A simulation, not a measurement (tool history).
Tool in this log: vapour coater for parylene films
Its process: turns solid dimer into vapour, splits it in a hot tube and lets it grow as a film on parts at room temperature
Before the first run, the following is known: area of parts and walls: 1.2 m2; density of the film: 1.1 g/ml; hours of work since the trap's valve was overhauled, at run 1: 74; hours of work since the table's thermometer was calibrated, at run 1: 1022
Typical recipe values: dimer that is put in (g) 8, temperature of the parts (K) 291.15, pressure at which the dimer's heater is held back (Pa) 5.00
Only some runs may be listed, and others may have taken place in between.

| run | hour | dimer that is put in (g) | temperature of the parts (K) | pressure at which the dimer's heater is held back (Pa) | hours of work since the trap's valve was overhauled | hours of work since the table's thermometer was calibrated | thickness of the film (nm) |
|---|---|---|---|---|---|---|---|
| 1 | 0.0 | 8 | 291.15 | 5.00 | 74 | 1022 | 3210 |
| 2 | 51.2 | 8 | 291.15 | 5.00 | 100 | 1048 | 3140 |
| 3 | 104.8 | 8 | 291.15 | 5.00 | 126 | 1075 | 3140 |
| 4 | 146.9 | 8 | 291.15 | 5.00 | 147 | 1096 | 3140 |
| 5 | 230.1 | 8 | 298.15 | 5.00 | 189 | 1137 | 2350 |
| 6 | 280.2 | 8 | 298.15 | 5.00 | 214 | 1162 | 2310 |
| 7 | 315.6 | 8 | 291.15 | 2.44 | 232 | 1180 | 3470 |
| 8 | 378.2 | 8 | 291.15 | 2.44 | 263 | 1211 | 3460 |
| 9 | 454.5 | 8 | 291.15 | 3.94 | 301 | 1249 | 3140 |
| 10 | 497.0 | 8 | 291.15 | 3.94 | 322 | 1271 | 3180 |
| 11 | 535.6 | 8 | 291.15 | 3.94 | 341 | 1290 | 3160 |
| 12 | 569.5 | 8 | 291.15 | 3.94 | 358 | 1307 | 3170 |
| 13 | 626.8 | 11 | 291.15 | 3.94 | 387 | 1335 | 4300 |
| 14 | 663.4 | 11 | 291.15 | 3.94 | 405 | 1354 | 4300 |
| 15 | 709.4 | 3 | 294.15 | 2.08 | 428 | 1377 | 1130 |
| 16 | 768.9 | 10 | 289.15 | 10.79 | 458 | 1406 | 3620 |
| 17 | 808.4 | 11 | 300.15 | 3.05 | 478 | 1426 | 3020 |
| 18 | 867.7 | 11 | 300.15 | 3.05 | 507 | 1456 | 3020 |
| 19 | 916.8 | 8 | 292.15 | 3.60 | 532 | 1480 | 2970 |
|  | 938.0 | trap's valve overhauled |
| 20 | 963.8 | 14 | 292.15 | 4.92 | 13 | 1502 | 5390 |
| 21 | 1037.3 | 14 | 292.15 | 4.92 | 50 | 1538 | 5280 |

Selected run-to-run steps in thickness of the film (nm), each split into two signed amounts: the part the tool would show with no hidden state at all (from settings, incoming material and random variation), and the remainder, which goes to the hidden state together with any gauge scatter not common to the measured and the hidden-state-free results:
The hidden state here: vapour lost through the trap's worn valve, %; true temperature of the parts over the reading, C; drift of the gauge itself on film_um, %.
Run 14 -> 15: dimer that is put in (g) 11 -> 3, temperature of the parts (K) 291.15 -> 294.15, pressure at which the dimer's heater is held back (Pa) 3.94 -> 2.08. thickness of the film (nm) -3170: hidden state +350, all else -3520.
Run 15 -> 16: dimer that is put in (g) 3 -> 10, temperature of the parts (K) 294.15 -> 289.15, pressure at which the dimer's heater is held back (Pa) 2.08 -> 10.79. thickness of the film (nm) +2490: hidden state -320, all else +2810.
